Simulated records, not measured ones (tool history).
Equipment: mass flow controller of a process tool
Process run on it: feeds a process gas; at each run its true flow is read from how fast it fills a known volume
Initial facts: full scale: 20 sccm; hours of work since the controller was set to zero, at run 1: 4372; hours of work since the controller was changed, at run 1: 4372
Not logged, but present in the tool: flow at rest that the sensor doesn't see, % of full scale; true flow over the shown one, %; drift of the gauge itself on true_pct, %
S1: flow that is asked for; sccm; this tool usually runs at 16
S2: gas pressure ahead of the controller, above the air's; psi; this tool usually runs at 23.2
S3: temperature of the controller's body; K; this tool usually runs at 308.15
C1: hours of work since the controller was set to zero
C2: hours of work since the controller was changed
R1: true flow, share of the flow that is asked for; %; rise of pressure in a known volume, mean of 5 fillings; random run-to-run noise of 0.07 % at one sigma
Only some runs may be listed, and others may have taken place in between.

run,hour,S1,S2,S3,C1,C2,R1
1,0,16,23.2,308.15,4372,4372,98.96
2,80.6,11,23.2,308.15,4433,4433,98.31
3,170.8,16,23.2,308.15,4502,4502,99.01
4,315,16,23.2,308.15,4612,4612,98.98
5,413.6,16,23.2,308.15,4687,4687,99.04
6,508.9,16,23.2,308.15,4760,4760,99.11
7,611.7,16,23.2,308.15,4838,4838,99.17
8,791.6,16,23.2,308.15,4976,4976,99.18
9,927.3,16,23.2,308.15,5079,5079,99.21
10,1056.7,16,23.2,308.15,5178,5178,99.25
11,1247.3,7,23.2,303.15,5323,5323,98.52
12,1384.3,3,31.8,303.15,5428,5428,97.93
13,1531.7,5,33.8,312.15,5540,5540,97.53
14,1655,5,33.8,312.15,5634,5634,97.64
15,1742,16,38.4,296.15,5700,5700,100.01
16,1929.2,2,34.8,311.15,5843,5843,97.45
17,2059.6,4,23.2,306.15,5942,5942,98.01
18,2243.2,4,23.2,306.15,6082,6082,98.29

3 options for the next run, each taken on its own from the tool as it stands now. Forecast them:
A,2406.6,6,29.3,298.15,6207,6207,?
B,2406.6,9,38.6,308.15,6207,6207,?
C,2406.6,11,28.7,303.15,6207,6207,?

run,R1
A,98.96
B,98.6
C,99.24
Without the tool's unlogged condition, the same runs would have read:
run,R1
A,98.33
B,97.97
C,98.62

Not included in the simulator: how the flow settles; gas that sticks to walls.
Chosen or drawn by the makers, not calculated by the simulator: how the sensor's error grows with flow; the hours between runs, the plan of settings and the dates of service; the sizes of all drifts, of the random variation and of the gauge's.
